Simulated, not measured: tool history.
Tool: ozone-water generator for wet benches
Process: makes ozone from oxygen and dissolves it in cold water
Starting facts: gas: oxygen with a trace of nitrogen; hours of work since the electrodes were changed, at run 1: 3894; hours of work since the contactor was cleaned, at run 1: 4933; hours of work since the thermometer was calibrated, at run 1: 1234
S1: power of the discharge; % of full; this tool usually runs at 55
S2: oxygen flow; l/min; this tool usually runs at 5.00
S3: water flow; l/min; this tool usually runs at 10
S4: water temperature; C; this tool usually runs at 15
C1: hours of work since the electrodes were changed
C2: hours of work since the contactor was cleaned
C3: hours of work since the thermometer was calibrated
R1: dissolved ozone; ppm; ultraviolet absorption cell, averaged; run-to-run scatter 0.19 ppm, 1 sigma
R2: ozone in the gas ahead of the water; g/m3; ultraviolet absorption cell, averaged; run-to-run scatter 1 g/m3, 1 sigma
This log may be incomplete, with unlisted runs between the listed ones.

{"run": 1, "hour": 0.0, "S1": 55, "S2": 5.0, "S3": 10, "S4": 15, "C1": 3894, "C2": 4933, "C3": 1234, "R1": 23.0, "R2": 164.2}
{"run": 2, "hour": 64.2, "S1": 55, "S2": 5.0, "S3": 10, "S4": 15, "C1": 3952, "C2": 4991, "C3": 1291, "R1": 22.8, "R2": 164.6}
{"run": 3, "hour": 153.4, "S1": 55, "S2": 5.0, "S3": 10, "S4": 15, "C1": 4031, "C2": 5070, "C3": 1371, "R1": 22.9, "R2": 162.8}
{"run": 4, "hour": 260.2, "S1": 55, "S2": 5.0, "S3": 10, "S4": 15, "C1": 4127, "C2": 5166, "C3": 1466, "R1": 22.9, "R2": 164.2}
{"run": 5, "hour": 359.2, "S1": 55, "S2": 5.0, "S3": 10, "S4": 15, "C1": 4215, "C2": 5254, "C3": 1554, "R1": 22.9, "R2": 163.1}
{"run": 6, "hour": 438.0, "S1": 55, "S2": 5.0, "S3": 10, "S4": 15, "C1": 4285, "C2": 5324, "C3": 1625, "R1": 22.7, "R2": 162.9}
{"run": 7, "hour": 527.3, "S1": 55, "S2": 5.0, "S3": 10, "S4": 15, "C1": 4365, "C2": 5404, "C3": 1704, "R1": 22.4, "R2": 162.8}
{"run": 8, "hour": 591.1, "S1": 55, "S2": 5.0, "S3": 10, "S4": 15, "C1": 4422, "C2": 5461, "C3": 1761, "R1": 22.6, "R2": 163.0}
{"hour": 635.7, "done": "contactor cleaned"}
{"run": 9, "hour": 666.8, "S1": 55, "S2": 5.0, "S3": 10, "S4": 15, "C1": 4486, "C2": 28, "C3": 1825, "R1": 24.5, "R2": 162.0}
{"run": 10, "hour": 752.2, "S1": 55, "S2": 5.0, "S3": 7, "S4": 15, "C1": 4562, "C2": 104, "C3": 1902, "R1": 31.3, "R2": 163.1}
{"run": 11, "hour": 836.2, "S1": 59, "S2": 6.56, "S3": 12, "S4": 15, "C1": 4637, "C2": 179, "C3": 1976, "R1": 21.2, "R2": 143.4}
{"run": 12, "hour": 926.5, "S1": 61, "S2": 6.88, "S3": 7, "S4": 14, "C1": 4718, "C2": 260, "C3": 2057, "R1": 30.3, "R2": 144.7}
{"run": 13, "hour": 985.4, "S1": 61, "S2": 6.88, "S3": 7, "S4": 14, "C1": 4770, "C2": 312, "C3": 2110, "R1": 30.5, "R2": 142.0}

Branching from run 13: 4 alternative next runs. What would each branch give?
{"run": "A", "hour": 1068.3, "S1": 55, "S2": 6.7, "S3": 10, "S4": 7, "C1": 4844, "C2": 386, "C3": 2184, "R1": "?", "R2": "?"}
{"run": "B", "hour": 1068.3, "S1": 55, "S2": 5.0, "S3": 10, "S4": 22, "C1": 4844, "C2": 386, "C3": 2184, "R1": "?", "R2": "?"}
{"run": "C", "hour": 1068.3, "S1": 80, "S2": 6.88, "S3": 6, "S4": 9, "C1": 4844, "C2": 386, "C3": 2184, "R1": "?", "R2": "?"}
{"run": "D", "hour": 1068.3, "S1": 42, "S2": 6.88, "S3": 7, "S4": 14, "C1": 4844, "C2": 386, "C3": 2184, "R1": "?", "R2": "?"}

run=A R1=27.2 R2=138.5
run=B R1=21.2 R2=162.3
run=C R1=42.7 R2=161.3
run=D R1=25.4 R2=120.4
Without the tool's unlogged condition, the same runs would have read:
run=A R1=30.3 R2=152.4
run=B R1=23.6 R2=178.5
run=C R1=48.4 R2=181.3
run=D R1=27.8 R2=130.4
